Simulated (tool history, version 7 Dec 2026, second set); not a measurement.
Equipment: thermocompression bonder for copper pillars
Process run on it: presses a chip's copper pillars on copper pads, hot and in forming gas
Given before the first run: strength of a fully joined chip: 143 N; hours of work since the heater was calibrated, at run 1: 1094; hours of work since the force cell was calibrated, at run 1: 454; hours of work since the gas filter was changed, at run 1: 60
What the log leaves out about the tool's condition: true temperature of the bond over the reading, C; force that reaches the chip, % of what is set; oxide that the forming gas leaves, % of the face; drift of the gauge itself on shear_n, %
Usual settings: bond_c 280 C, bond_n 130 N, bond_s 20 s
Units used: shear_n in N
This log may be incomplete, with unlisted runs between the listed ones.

run,hour,bond_c,bond_n,bond_s,hours of work since the heater was calibrated,hours of work since the force cell was calibrated,hours of work since the gas filter was changed,shear_n
1,0,280,130,20,1094,454,60,93.1
2,87.3,280,130,20,1130,490,96,93.8
3,161,265,130,20,1160,520,126,82
4,242.6,280,130,41,1194,553,159,111.6
5,279.5,280,130,41,1209,569,174,110.5
6,368.5,280,130,41,1245,605,211,111.1
7,406.2,280,130,41,1261,621,226,109.4
8,470.3,280,130,20,1287,647,253,92.5
9,549.3,280,130,20,1320,679,285,92.6
# hour 619.8: forming gas filter changed
10,619.8,280,130,20,1348,708,0,94.7
# hour 631.1: heater calibrated with a thermocouple chip
11,687.9,291,130,20,23,735,27,98.7
12,745,291,130,20,47,758,51,98.9
# hour 753.8: force cell calibrated
13,836.1,284,150,11,83,34,87,87.2
14,921.7,280,121,20,119,69,122,85.4
15,991.2,280,138,57,147,97,151,119.4
16,1080.4,280,188,13,184,134,187,104
17,1124.9,280,188,13,202,152,206,104.6
# hour 1178.2: force cell calibrated, once more
18,1207,256,130,11,235,12,239,56.5
19,1266.6,280,130,59,259,36,263,113.9
20,1320.7,280,130,59,281,58,285,113.7
21,1388.2,280,130,46,309,86,313,107.9
# hour 1397: forming gas filter changed
22,1455.1,268,80,59,336,113,24,78.4
23,1540.8,268,80,59,371,148,59,78.6
24,1581.6,268,80,59,388,165,76,78.3

Predict each of these 5 candidate next runs independently; none follows another, all start after run 24:
A,1638.8,280,139,20,412,189,99,?
B,1638.8,275,107,59,412,189,99,?
C,1638.8,268,106,27,412,189,99,?
D,1638.8,289,104,15,412,189,99,?
E,1638.8,309,130,20,412,189,99,?

run,shear_n
A,94.5
B,102.6
C,76.3
D,74.1
E,109.4
Stripped of hidden state, with their random variation kept, the same runs would have yielded:
run,shear_n
A,94.1
B,102.3
C,75.8
D,73.7
E,109.3
